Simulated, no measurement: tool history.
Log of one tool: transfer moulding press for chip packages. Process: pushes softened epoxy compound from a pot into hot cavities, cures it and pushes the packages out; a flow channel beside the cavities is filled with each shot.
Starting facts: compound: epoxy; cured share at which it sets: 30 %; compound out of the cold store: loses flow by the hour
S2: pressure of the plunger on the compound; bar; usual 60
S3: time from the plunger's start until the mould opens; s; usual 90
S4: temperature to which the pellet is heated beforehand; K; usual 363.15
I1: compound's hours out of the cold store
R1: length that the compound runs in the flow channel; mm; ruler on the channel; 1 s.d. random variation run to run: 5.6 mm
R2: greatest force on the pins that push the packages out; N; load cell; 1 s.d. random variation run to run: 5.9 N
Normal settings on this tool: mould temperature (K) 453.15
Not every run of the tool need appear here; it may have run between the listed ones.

{"run": 1, "day": 0.0, "mould temperature (K)": 453.15, "S2": 60, "S3": 90, "S4": 363.15, "I1": 19.9, "R1": 898, "R2": 211}
{"day": 2.354, "done": "cavities cleaned with cleaning compound and waxed"}
{"run": 2, "day": 3.008, "mould temperature (K)": 453.15, "S2": 60, "S3": 90, "S4": 363.15, "I1": 30.8, "R1": 819, "R2": 292}
{"day": 4.721, "done": "cavities cleaned with cleaning compound and waxed"}
{"run": 3, "day": 6.475, "mould temperature (K)": 453.15, "S2": 60, "S3": 90, "S4": 363.15, "I1": 12.1, "R1": 905, "R2": 382}
{"day": 7.142, "done": "mould's thermocouples calibrated"}
{"day": 7.204, "done": "cavities cleaned with cleaning compound and waxed"}
{"run": 4, "day": 9.246, "mould temperature (K)": 453.15, "S2": 60, "S3": 90, "S4": 363.15, "I1": 41.5, "R1": 739, "R2": 390}
{"day": 9.783, "done": "cavities cleaned with cleaning compound and waxed"}
{"run": 5, "day": 11.367, "mould temperature (K)": 453.15, "S2": 60, "S3": 90, "S4": 363.15, "I1": 43.7, "R1": 731, "R2": 366}
{"day": 12.146, "done": "cavities cleaned with cleaning compound and waxed"}
{"day": 14.779, "done": "cavities cleaned with cleaning compound and waxed"}
{"run": 6, "day": 15.004, "mould temperature (K)": 453.15, "S2": 60, "S3": 90, "S4": 369.15, "I1": 16.3, "R1": 841, "R2": 258}
{"day": 17.117, "done": "plunger's sealing rings changed"}
{"day": 17.508, "done": "cavities cleaned with cleaning compound and waxed"}
{"run": 7, "day": 17.808, "mould temperature (K)": 453.15, "S2": 60, "S3": 90, "S4": 369.15, "I1": 26.3, "R1": 878, "R2": 270}
{"day": 20.0, "done": "cavities cleaned with cleaning compound and waxed"}
{"run": 8, "day": 21.312, "mould temperature (K)": 453.15, "S2": 60, "S3": 90, "S4": 369.15, "I1": 8.6, "R1": 961, "R2": 367}
{"day": 22.5, "done": "cavities cleaned with cleaning compound and waxed"}
{"run": 9, "day": 23.617, "mould temperature (K)": 453.15, "S2": 53.9, "S3": 90, "S4": 363.15, "I1": 20.9, "R1": 836, "R2": 354}
{"day": 25.0, "done": "cavities cleaned with cleaning compound and waxed"}
{"day": 26.796, "done": "mould's thermocouples calibrated, once more"}
{"run": 10, "day": 27.158, "mould temperature (K)": 453.15, "S2": 60, "S3": 90, "S4": 363.15, "I1": 12.7, "R1": 903, "R2": 382}
{"day": 27.721, "done": "cavities cleaned with cleaning compound and waxed"}
{"run": 11, "day": 29.754, "mould temperature (K)": 453.15, "S2": 60, "S3": 90, "S4": 363.15, "I1": 12.4, "R1": 879, "R2": 397}
{"day": 30.392, "done": "cavities cleaned with cleaning compound and waxed"}
{"run": 12, "day": 32.079, "mould temperature (K)": 453.15, "S2": 72.3, "S3": 90, "S4": 363.15, "I1": 10.3, "R1": 974, "R2": 367}
{"day": 32.738, "done": "cavities cleaned with cleaning compound and waxed"}
{"day": 35.162, "done": "cavities cleaned with cleaning compound and waxed"}
{"run": 13, "day": 35.162, "mould temperature (K)": 453.15, "S2": 60, "S3": 90, "S4": 363.15, "I1": 33.9, "R1": 749, "R2": 209}
{"run": 14, "day": 37.0, "mould temperature (K)": 453.15, "S2": 60, "S3": 90, "S4": 363.15, "I1": 28.2, "R1": 761, "R2": 377}
{"day": 37.654, "done": "cavities cleaned with cleaning compound and waxed"}
{"day": 38.125, "done": "plunger's sealing rings changed"}
{"run": 15, "day": 39.046, "mould temperature (K)": 453.15, "S2": 60, "S3": 90, "S4": 363.15, "I1": 17.7, "R1": 932, "R2": 336}
{"day": 40.242, "done": "cavities cleaned with cleaning compound and waxed"}
{"run": 16, "day": 41.358, "mould temperature (K)": 447.15, "S2": 70, "S3": 90, "S4": 370.15, "I1": 26.9, "R1": 960, "R2": 482}
{"day": 42.592, "done": "cavities cleaned with cleaning compound and waxed"}
{"run": 17, "day": 44.592, "mould temperature (K)": 447.15, "S2": 70, "S3": 90, "S4": 370.15, "I1": 42.1, "R1": 850, "R2": 517}
{"day": 45.088, "done": "cavities cleaned with cleaning compound and waxed"}
{"day": 47.692, "done": "cavities cleaned with cleaning compound and waxed"}
{"run": 18, "day": 48.025, "mould temperature (K)": 453.15, "S2": 48, "S3": 73, "S4": 363.15, "I1": 22.7, "R1": 750, "R2": 395}
{"day": 50.096, "done": "cavities cleaned with cleaning compound and waxed"}
{"run": 19, "day": 50.688, "mould temperature (K)": 453.15, "S2": 48, "S3": 73, "S4": 363.15, "I1": 16, "R1": 776, "R2": 450}
{"day": 52.429, "done": "cavities cleaned with cleaning compound and waxed"}
{"run": 20, "day": 53.396, "mould temperature (K)": 453.15, "S2": 55.8, "S3": 113, "S4": 362.15, "I1": 20.8, "R1": 800, "R2": 292}
{"day": 53.725, "done": "mould's thermocouples calibrated"}
{"day": 55.008, "done": "cavities cleaned with cleaning compound and waxed"}
{"run": 21, "day": 56.688, "mould temperature (K)": 453.15, "S2": 55.8, "S3": 113, "S4": 362.15, "I1": 43.5, "R1": 673, "R2": 302}
{"day": 57.479, "done": "cavities cleaned with cleaning compound and waxed"}
{"run": 22, "day": 58.492, "mould temperature (K)": 453.15, "S2": 55.8, "S3": 113, "S4": 362.15, "I1": 36.7, "R1": 699, "R2": 293}
{"day": 59.112, "done": "plunger's sealing rings changed"}
{"day": 60.2, "done": "cavities cleaned with cleaning compound and waxed"}
{"run": 23, "day": 60.858, "mould temperature (K)": 453.15, "S2": 62, "S3": 88, "S4": 371.15, "I1": 12.2, "R1": 966, "R2": 312}
{"day": 62.638, "done": "cavities cleaned with cleaning compound and waxed"}
{"run": 24, "day": 63.429, "mould temperature (K)": 455.15, "S2": 60, "S3": 97, "S4": 367.15, "I1": 9, "R1": 943, "R2": 291}
{"day": 65.129, "done": "cavities cleaned with cleaning compound and waxed"}
{"run": 25, "day": 65.496, "mould temperature (K)": 455.15, "S2": 60, "S3": 97, "S4": 367.15, "I1": 14.8, "R1": 905, "R2": 240}
{"day": 67.612, "done": "cavities cleaned with cleaning compound and waxed"}
{"run": 26, "day": 68.754, "mould temperature (K)": 451.15, "S2": 52.2, "S3": 117, "S4": 353.15, "I1": 44.2, "R1": 701, "R2": 297}

Below are 3 alternative next runs, each starting from the tool's condition after run 26. Predict each:
{"day": 70.017, "done": "cavities cleaned with cleaning compound and waxed"}
{"run": "A", "day": 71.725, "mould temperature (K)": 459.15, "S2": 52.2, "S3": 117, "S4": 369.15, "I1": 9.1, "R1": "?", "R2": "?"}
{"day": 70.017, "done": "cavities cleaned with cleaning compound and waxed"}
{"run": "B", "day": 71.725, "mould temperature (K)": 451.15, "S2": 46.5, "S3": 125, "S4": 353.15, "I1": 45.1, "R1": "?", "R2": "?"}
{"day": 70.017, "done": "cavities cleaned with cleaning compound and waxed"}
{"run": "C", "day": 71.725, "mould temperature (K)": 450.15, "S2": 59.3, "S3": 117, "S4": 363.15, "I1": 17, "R1": "?", "R2": "?"}

run=A R1=830 R2=318
run=B R1=650 R2=324
run=C R1=867 R2=342
The same runs, with their run-to-run variation unchanged, on a tool lacking any hidden condition would have given:
run=A R1=896 R2=186
run=B R1=702 R2=190
run=C R1=936 R2=198

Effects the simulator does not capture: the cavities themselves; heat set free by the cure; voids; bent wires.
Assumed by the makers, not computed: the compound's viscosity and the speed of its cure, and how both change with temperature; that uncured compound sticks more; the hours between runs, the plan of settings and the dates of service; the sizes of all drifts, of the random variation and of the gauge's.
